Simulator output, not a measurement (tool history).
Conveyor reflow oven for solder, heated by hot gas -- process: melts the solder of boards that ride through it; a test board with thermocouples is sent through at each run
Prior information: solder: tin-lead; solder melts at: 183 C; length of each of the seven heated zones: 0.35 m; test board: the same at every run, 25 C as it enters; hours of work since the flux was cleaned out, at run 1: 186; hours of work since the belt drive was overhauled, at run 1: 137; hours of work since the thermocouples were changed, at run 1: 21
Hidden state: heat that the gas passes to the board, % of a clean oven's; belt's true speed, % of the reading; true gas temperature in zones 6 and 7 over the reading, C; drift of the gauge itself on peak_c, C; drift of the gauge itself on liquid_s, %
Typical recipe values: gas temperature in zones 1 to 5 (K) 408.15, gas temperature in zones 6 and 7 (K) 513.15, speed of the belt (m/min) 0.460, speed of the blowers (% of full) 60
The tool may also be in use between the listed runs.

| run | day | gas temperature in zones 1 to 5 (K) | gas temperature in zones 6 and 7 (K) | speed of the belt (m/min) | speed of the blowers (% of full) | hours of work since the flux was cleaned out | hours of work since the belt drive was overhauled | hours of work since the thermocouples were changed | highest temperature of the board (K) | time above the solder's melting point (s) |
|---|---|---|---|---|---|---|---|---|---|---|
| 1 | 0.000 | 408.15 | 513.15 | 0.460 | 60 | 186 | 137 | 21 | 493.35 | 70.2 |
| 2 | 0.662 | 408.15 | 513.15 | 0.460 | 60 | 195 | 146 | 30 | 493.85 | 69.6 |
| 3 | 1.167 | 408.15 | 513.15 | 0.460 | 60 | 202 | 153 | 37 | 492.95 | 69.7 |
| 4 | 1.812 | 408.15 | 513.15 | 0.460 | 60 | 211 | 162 | 46 | 493.65 | 69.6 |
| 5 | 2.679 | 408.15 | 513.15 | 0.460 | 60 | 223 | 174 | 58 | 493.65 | 69.7 |
| 6 | 3.533 | 408.15 | 513.15 | 0.460 | 60 | 235 | 186 | 70 | 493.05 | 69.8 |
| 7 | 4.392 | 408.15 | 513.15 | 0.460 | 60 | 247 | 198 | 82 | 493.05 | 69.1 |
| 8 | 5.304 | 408.15 | 513.15 | 0.460 | 60 | 260 | 211 | 95 | 493.15 | 69.2 |
| 9 | 6.167 | 408.15 | 513.15 | 0.460 | 60 | 272 | 223 | 107 | 493.15 | 69.1 |
| 10 | 7.021 | 405.15 | 513.15 | 0.460 | 85 | 284 | 235 | 119 | 496.65 | 72.2 |
| 11 | 8.054 | 420.15 | 513.15 | 0.460 | 72 | 299 | 249 | 134 | 496.95 | 78.0 |
| 12 | 8.792 | 420.15 | 522.15 | 0.461 | 83 | 309 | 260 | 144 | 506.25 | 84.3 |
| 13 | 9.367 | 420.15 | 522.15 | 0.442 | 78 | 317 | 268 | 152 | 506.75 | 88.7 |
| 14 | 10.558 | 393.15 | 502.15 | 0.392 | 60 | 334 | 285 | 169 | 485.25 | 68.5 |
| 15 | 11.412 | 405.15 | 502.15 | 0.392 | 60 | 346 | 296 | 181 | 487.75 | 75.3 |
| 16 | 12.083 | 418.15 | 503.15 | 0.460 | 60 | 355 | 306 | 190 | 485.45 | 66.1 |
| 17 | 12.908 | 410.15 | 527.15 | 0.421 | 55 | 367 | 317 | 202 | 506.35 | 87.8 |
| 18 | 13.825 | 410.15 | 508.15 | 0.421 | 81 | 379 | 330 | 215 | 494.35 | 78.3 |

How would selected steps in highest temperature of the board (K) from run to run divide? Give the signed amount a tool lacking its hidden state would still show from settings, what came in and random variation, and the signed amount left for the hidden state, including any gauge scatter that is not in both of the compared results.
Run 9 -> 10: gas temperature in zones 1 to 5 (K) 408.15 -> 405.15, speed of the blowers (% of full) 60 -> 85. highest temperature of the board (K) +3.50: hidden state -0.50, all else +4.00.
Run 13 -> 14: gas temperature in zones 1 to 5 (K) 420.15 -> 393.15, gas temperature in zones 6 and 7 (K) 522.15 -> 502.15, speed of the belt (m/min) 0.442 -> 0.392, speed of the blowers (% of full) 78 -> 60. highest temperature of the board (K) -21.50: hidden state +0.10, all else -21.60.
